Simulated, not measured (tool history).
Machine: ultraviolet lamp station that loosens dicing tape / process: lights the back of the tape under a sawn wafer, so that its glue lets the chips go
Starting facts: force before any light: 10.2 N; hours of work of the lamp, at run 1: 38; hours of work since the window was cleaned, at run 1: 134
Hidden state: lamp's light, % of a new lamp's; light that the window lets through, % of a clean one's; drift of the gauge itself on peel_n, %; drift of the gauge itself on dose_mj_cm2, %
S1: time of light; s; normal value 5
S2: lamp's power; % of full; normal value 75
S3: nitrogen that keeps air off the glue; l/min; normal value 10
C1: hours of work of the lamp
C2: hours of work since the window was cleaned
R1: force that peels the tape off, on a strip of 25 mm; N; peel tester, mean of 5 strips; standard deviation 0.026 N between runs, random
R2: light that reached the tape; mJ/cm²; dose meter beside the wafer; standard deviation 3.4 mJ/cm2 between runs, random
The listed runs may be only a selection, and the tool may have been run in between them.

| run | day | S1 | S2 | S3 | C1 | C2 | R1 | R2 |
|---|---|---|---|---|---|---|---|---|
| 1 | 0 | 5 | 75 | 10 | 38 | 134 | 1.405 | 518 |
| 2 | 0.979 | 5 | 75 | 10 | 52 | 148 | 1.469 | 511 |
| 3 | 2.371 | 5 | 75 | 19 | 72 | 168 | 1.141 | 495 |
| 4 | 4.421 | 5 | 75 | 19 | 102 | 198 | 1.203 | 492 |
| 5 | 5.808 | 5 | 75 | 19 | 122 | 218 | 1.232 | 485 |
| 6 | 6.962 | 5 | 75 | 19 | 139 | 235 | 1.309 | 479 |
| 7 | 8.5 | 5 | 75 | 10 | 161 | 257 | 1.684 | 468 |
| 8 | 10.458 | 5 | 91 | 10 | 190 | 286 | 1.135 | 557 |
| 9 | 12.729 | 5 | 75 | 10 | 223 | 319 | 1.857 | 453 |
| 10 | 13.688 | 5 | 75 | 10 | 237 | 333 | 1.824 | 448 |
| 11 | 14.821 | 5 | 75 | 10 | 253 | 349 | 1.822 | 439 |
| 12 | 16.075 | 5 | 75 | 10 | 272 | 368 | 1.839 | 439 |
| 13 | 17.038 | 5 | 90 | 10 | 286 | 381 | 1.409 | 523 |
| 14 | 18.954 | 5 | 90 | 10 | 314 | 409 | 1.458 | 521 |
| 15 | 20.892 | 5 | 90 | 10 | 342 | 438 | 1.551 | 505 |
| 16 | 22.988 | 5 | 90 | 10 | 372 | 468 | 1.551 | 486 |
|  | 23.933 | window cleaned of glue's vapour |
| 17 | 24.946 | 5 | 90 | 10 | 400 | 15 | 1.828 | 446 |
| 18 | 26.546 | 5 | 90 | 10 | 424 | 38 | 1.865 | 442 |
| 19 | 28.821 | 5 | 90 | 10 | 457 | 71 | 2.034 | 425 |
|  | 29.467 | window cleaned of glue's vapour, once more |
| 20 | 31.071 | 5 | 90 | 10 | 489 | 23 | 1.268 | 544 |
| 21 | 33.112 | 5 | 90 | 10 | 519 | 53 | 1.309 | 532 |
| 22 | 35.167 | 5 | 75 | 10 | 549 | 83 | 1.849 | 438 |
| 23 | 36.504 | 5 | 75 | 10 | 568 | 102 | 1.942 | 429 |
| 24 | 38.042 | 6 | 95 | 6 | 591 | 125 | 1.181 | 640 |
| 25 | 40.338 | 6 | 84 | 6 | 624 | 158 | 1.554 | 560 |
| 26 | 42.162 | 6 | 84 | 6 | 651 | 185 | 1.629 | 549 |
| 27 | 43.808 | 10 | 63 | 3 | 675 | 209 | 1.636 | 675 |
| 28 | 45.071 | 10 | 63 | 3 | 693 | 227 | 1.694 | 666 |
| 29 | 47.229 | 3 | 90 | 15 | 724 | 258 | 3.217 | 284 |
| 30 | 49.429 | 4 | 75 | 10 | 756 | 290 | 3.104 | 301 |
| 31 | 50.508 | 4 | 75 | 10 | 772 | 306 | 3.254 | 299 |
| 32 | 51.858 | 2 | 75 | 5 | 792 | 326 | 6.335 | 149 |
| 33 | 53.483 | 5 | 75 | 19 | 815 | 349 | 2.097 | 362 |
| 34 | 54.879 | 4 | 79 | 8 | 836 | 370 | 3.48 | 297 |
| 35 | 56.933 | 4 | 74 | 8 | 866 | 400 | 3.827 | 275 |
| 36 | 58.046 | 10 | 74 | 8 | 882 | 416 | 0.889 | 682 |
| 37 | 59.167 | 2 | 75 | 10 | 898 | 432 | 6.036 | 137 |
| 38 | 60.154 | 6 | 75 | 4 | 912 | 447 | 2.96 | 400 |
| 39 | 61.721 | 6 | 75 | 4 | 935 | 469 | 3.069 | 395 |
|  | 62.629 | window cleaned of glue's vapour |
| 40 | 63.408 | 5 | 94 | 3 | 959 | 11 | 2.795 | 471 |
| 41 | 64.654 | 5 | 75 | 10 | 978 | 29 | 2.47 | 368 |
| 42 | 66.575 | 5 | 75 | 10 | 1006 | 57 | 2.428 | 364 |
| 43 | 67.958 | 5 | 64 | 14 | 1026 | 78 | 2.934 | 303 |

Branching from run 43: 4 alternative next runs. What would each branch give?
| A | 69.362 | 4 | 94 | 19 | 1046 | 98 | ? | ? |
| B | 69.362 | 6 | 64 | 12 | 1046 | 98 | ? | ? |
| C | 69.362 | 4 | 91 | 14 | 1046 | 98 | ? | ? |
| D | 69.362 | 3 | 97 | 19 | 1046 | 98 | ? | ? |

| run | R1 | R2 |
|---|---|---|
| A | 2.082 | 356 |
| B | 2.365 | 361 |
| C | 2.381 | 340 |
| D | 2.998 | 274 |
Had the tool no hidden state, the same runs would have come out as:
| run | R1 | R2 |
|---|---|---|
| A | 0.918 | 551 |
| B | 1.101 | 561 |
| C | 1.121 | 529 |
| D | 1.57 | 424 |
